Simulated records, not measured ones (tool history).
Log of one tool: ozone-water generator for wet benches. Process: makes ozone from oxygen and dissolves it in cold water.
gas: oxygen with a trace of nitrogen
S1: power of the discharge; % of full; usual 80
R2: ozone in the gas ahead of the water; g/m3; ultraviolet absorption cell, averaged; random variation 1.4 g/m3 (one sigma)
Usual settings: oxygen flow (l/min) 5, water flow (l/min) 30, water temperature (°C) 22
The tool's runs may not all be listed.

Run 1, hour 0: usual settings. Result: dissolved ozone (ppm) 20.9, R2 254.9 g/m3.
Run 2, hour 159: usual settings. Result: dissolved ozone (ppm) 20.5, R2 255.7 g/m3.
Run 3, hour 285.4: usual settings but water temperature (°C) 25. Result: dissolved ozone (ppm) 19.9, R2 254.9 g/m3.
Run 4, hour 421.8: usual settings but water flow (l/min) 27. Result: dissolved ozone (ppm) 22.3, R2 254 g/m3.
Run 5, hour 589.9: usual settings but S1 71 % of full. Result: dissolved ozone (ppm) 19, R2 234.7 g/m3.
Run 6, hour 682.8: usual settings but S1 66 % of full. Result: dissolved ozone (ppm) 18.1, R2 224.5 g/m3.
Run 7, hour 777.2: usual settings but S1 66 % of full. Result: dissolved ozone (ppm) 17.9, R2 225.2 g/m3.
Run 8, hour 906: usual settings but S1 63 % of full, oxygen flow (l/min) 2.56. Result: dissolved ozone (ppm) 15, R2 298.1 g/m3.
Run 9, hour 1015.1: usual settings but S1 63 % of full, oxygen flow (l/min) 2.56. Result: dissolved ozone (ppm) 15.1, R2 299.1 g/m3.
Run 10, hour 1161.9: usual settings but S1 69 % of full, water flow (l/min) 40, water temperature (°C) 26. Result: dissolved ozone (ppm) 13.1, R2 228.1 g/m3.
Run 11, hour 1236.2: usual settings but S1 69 % of full, water flow (l/min) 40, water temperature (°C) 26. Result: dissolved ozone (ppm) 13.1, R2 229.3 g/m3.
Run 12, hour 1386.2: usual settings but oxygen flow (l/min) 2.86, water flow (l/min) 24. Result: dissolved ozone (ppm) 22.2, R2 326.1 g/m3.
Run 13, hour 1528.2: usual settings but S1 47 % of full, oxygen flow (l/min) 2.73, water flow (l/min) 44, water temperature (°C) 21. Result: dissolved ozone (ppm) 8.1, R2 241.5 g/m3.

5 ways to go on from here, each from the tool as it stands after run 13. What would each give?
Run A, hour 1681.2: usual settings but oxygen flow (l/min) 5.25, water flow (l/min) 40, water temperature (°C) 17. Result: dissolved ozone (ppm) ?, R2 ?.
Run B, hour 1681.2: usual settings but S1 47 % of full, oxygen flow (l/min) 5.25, water flow (l/min) 22, water temperature (°C) 30. Result: dissolved ozone (ppm) ?, R2 ?.
Run C, hour 1681.2: usual settings but water flow (l/min) 29, water temperature (°C) 16. Result: dissolved ozone (ppm) ?, R2 ?.
Run D, hour 1681.2: usual settings but water temperature (°C) 18. Result: dissolved ozone (ppm) ?, R2 ?.
Run E, hour 1681.2: usual settings but S1 53 % of full, oxygen flow (l/min) 2.73, water flow (l/min) 44, water temperature (°C) 21. Result: dissolved ozone (ppm) ?, R2 ?.

run  dissolved ozone (ppm)     R2
  A                   15.6  242.7
  B                   16.8  175.2
  C                     22  248.4
  D                     21  247.9
  E                    8.8  258.2
Without the tool's hidden state the same runs would have given:
run  dissolved ozone (ppm)     R2
  A                   16.6  254.8
  B                   17.6  181.2
  C                   23.4  260.7
  D                   22.4  260.1
  E                    9.3  267.9
